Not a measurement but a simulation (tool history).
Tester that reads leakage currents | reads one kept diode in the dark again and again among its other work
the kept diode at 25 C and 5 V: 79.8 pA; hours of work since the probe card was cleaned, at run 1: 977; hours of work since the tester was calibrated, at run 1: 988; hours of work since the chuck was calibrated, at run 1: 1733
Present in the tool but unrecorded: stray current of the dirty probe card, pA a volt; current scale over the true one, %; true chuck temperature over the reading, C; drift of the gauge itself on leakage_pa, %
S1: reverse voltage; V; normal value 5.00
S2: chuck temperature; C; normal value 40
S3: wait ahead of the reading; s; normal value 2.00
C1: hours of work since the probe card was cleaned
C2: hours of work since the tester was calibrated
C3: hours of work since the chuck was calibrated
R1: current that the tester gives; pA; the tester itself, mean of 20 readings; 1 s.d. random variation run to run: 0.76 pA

Run 1, hour 0.0: usual settings; C1 977; C2 988; C3 1733. Result: R1 243.02 pA.
Run 2, hour 54.7: usual settings but S3 1.73 s; C1 1005; C2 1016; C3 1761. Result: R1 243.76 pA.
Run 3, hour 116.2: usual settings but S2 27 C; C1 1036; C2 1047; C3 1793. Result: R1 98.85 pA.
Run 4, hour 180.1: usual settings; C1 1069; C2 1080; C3 1825. Result: R1 243.98 pA.
At hour 211.3: probe card cleaned and baked.
Run 5, hour 225.8: usual settings; C1 7; C2 1102; C3 1847. Result: R1 229.39 pA.
Run 6, hour 273.1: usual settings; C1 31; C2 1126; C3 1871. Result: R1 229.49 pA.
Run 7, hour 301.4: usual settings; C1 46; C2 1140; C3 1885. Result: R1 229.28 pA.
Run 8, hour 359.7: usual settings; C1 76; C2 1170; C3 1915. Result: R1 228.55 pA.
Run 9, hour 411.3: usual settings; C1 102; C2 1196; C3 1941. Result: R1 229.62 pA.
Run 10, hour 453.6: usual settings but S1 1.34 V; C1 123; C2 1218; C3 1963. Result: R1 103.82 pA.
Run 11, hour 522.7: usual settings but S1 1.34 V; C1 159; C2 1253; C3 1998. Result: R1 104.43 pA.
Run 12, hour 583.0: usual settings but S1 1.34 V; C1 189; C2 1284; C3 2029. Result: R1 104.57 pA.
Run 13, hour 625.8: usual settings but S1 1.34 V; C1 211; C2 1305; C3 2050. Result: R1 103.69 pA.
Run 14, hour 657.9: usual settings but S1 1.34 V; C1 227; C2 1322; C3 2067. Result: R1 103.80 pA.
Run 15, hour 726.4: usual settings but S1 1.34 V; C1 262; C2 1357; C3 2102. Result: R1 103.85 pA.
Run 16, hour 779.6: usual settings; C1 289; C2 1384; C3 2129. Result: R1 228.31 pA.
Run 17, hour 848.0: usual settings; C1 324; C2 1418; C3 2164. Result: R1 227.11 pA.
Run 18, hour 903.6: usual settings; C1 353; C2 1447; C3 2192. Result: R1 228.31 pA.
Run 19, hour 940.4: usual settings; C1 371; C2 1466; C3 2211. Result: R1 227.32 pA.
Run 20, hour 978.2: usual settings; C1 391; C2 1485; C3 2230. Result: R1 228.41 pA.
Run 21, hour 1008.7: usual settings; C1 406; C2 1500; C3 2245. Result: R1 228.87 pA.
Run 22, hour 1058.0: usual settings but S1 2.38 V, S3 2.49 s; C1 431; C2 1525; C3 2271. Result: R1 145.75 pA.
Run 23, hour 1104.3: usual settings but S1 2.38 V, S3 0.59 s; C1 455; C2 1549; C3 2294. Result: R1 146.87 pA.
Run 24, hour 1157.1: usual settings but S1 14.04 V, S3 5.21 s; C1 482; C2 1576; C3 2321. Result: R1 425.68 pA.
Run 25, hour 1207.3: usual settings but S1 14.04 V, S3 5.21 s; C1 507; C2 1601; C3 2347. Result: R1 427.66 pA.
Run 26, hour 1237.9: usual settings but S2 33 C, S3 8.83 s; C1 523; C2 1617; C3 2362. Result: R1 137.31 pA.
Run 27, hour 1286.1: usual settings but S1 19.88 V, S2 35 C, S3 2.26 s; C1 547; C2 1642; C3 2387. Result: R1 374.49 pA.
Run 28, hour 1335.0: usual settings but S1 1.20 V, S2 38 C, S3 0.65 s; C1 572; C2 1666; C3 2412. Result: R1 83.59 pA.
Run 29, hour 1388.6: usual settings but S1 2.17 V, S2 49 C, S3 0.55 s; C1 600; C2 1694; C3 2439. Result: R1 258.10 pA.
At hour 1439.6: chuck's temperature calibrated.
Run 30, hour 1441.1: usual settings but S1 1.75 V, S2 36 C, S3 9.80 s; C1 625; C2 1719; C3 1. Result: R1 102.60 pA.
Run 31, hour 1491.3: usual settings but S1 6.56 V, S2 34 C, S3 0.49 s; C1 651; C2 1745; C3 26. Result: R1 202.26 pA.
Run 32, hour 1531.4: usual settings but S1 6.56 V, S2 35 C, S3 0.49 s; C1 671; C2 1765; C3 47. Result: R1 216.68 pA.
Run 33, hour 1590.4: usual settings but S1 2.40 V, S2 29 C, S3 0.49 s; C1 701; C2 1795; C3 77. Result: R1 76.19 pA.
Run 34, hour 1648.1: usual settings but S1 2.40 V, S2 29 C, S3 0.49 s; C1 731; C2 1825; C3 106. Result: R1 75.71 pA.
Run 35, hour 1710.6: usual settings but S1 2.40 V, S2 29 C, S3 0.49 s; C1 762; C2 1857; C3 138. Result: R1 75.94 pA.
Run 36, hour 1760.5: usual settings but S1 2.70 V, S2 51 C, S3 3.59 s; C1 788; C2 1882; C3 163. Result: R1 378.47 pA.
Run 37, hour 1794.1: usual settings but S1 3.05 V, S2 50 C; C1 805; C2 1899; C3 181. Result: R1 382.88 pA.
Run 38, hour 1854.0: usual settings but S1 3.05 V, S2 50 C; C1 836; C2 1930; C3 211. Result: R1 379.63 pA.
Run 39, hour 1905.8: usual settings but S1 3.05 V, S2 50 C; C1 862; C2 1956; C3 237. Result: R1 378.23 pA.
Run 40, hour 1939.2: usual settings but S1 1.14 V, S3 0.77 s; C1 879; C2 1973; C3 254. Result: R1 105.82 pA.

Branching from run 40: 4 alternative next runs. What would each branch give?
Run A, hour 2001.3: usual settings but S2 28 C; C1 911; C2 2005; C3 286. Result: R1 ?.
Run B, hour 2001.3: usual settings but S1 16.20 V, S2 35 C; C1 911; C2 2005; C3 286. Result: R1 ?.
Run C, hour 2001.3: usual settings but S1 13.97 V, S3 0.77 s; C1 911; C2 2005; C3 286. Result: R1 ?.
Run D, hour 2001.3: usual settings but S1 19.34 V, S2 35 C, S3 0.72 s; C1 911; C2 2005; C3 286. Result: R1 ?.

run      R1
  A  111.41
  B  382.42
  C  491.80
  D  431.16
Without the tool's hidden state the same runs would have given:
run      R1
  A  101.52
  B  350.48
  C  467.60
  D  392.39
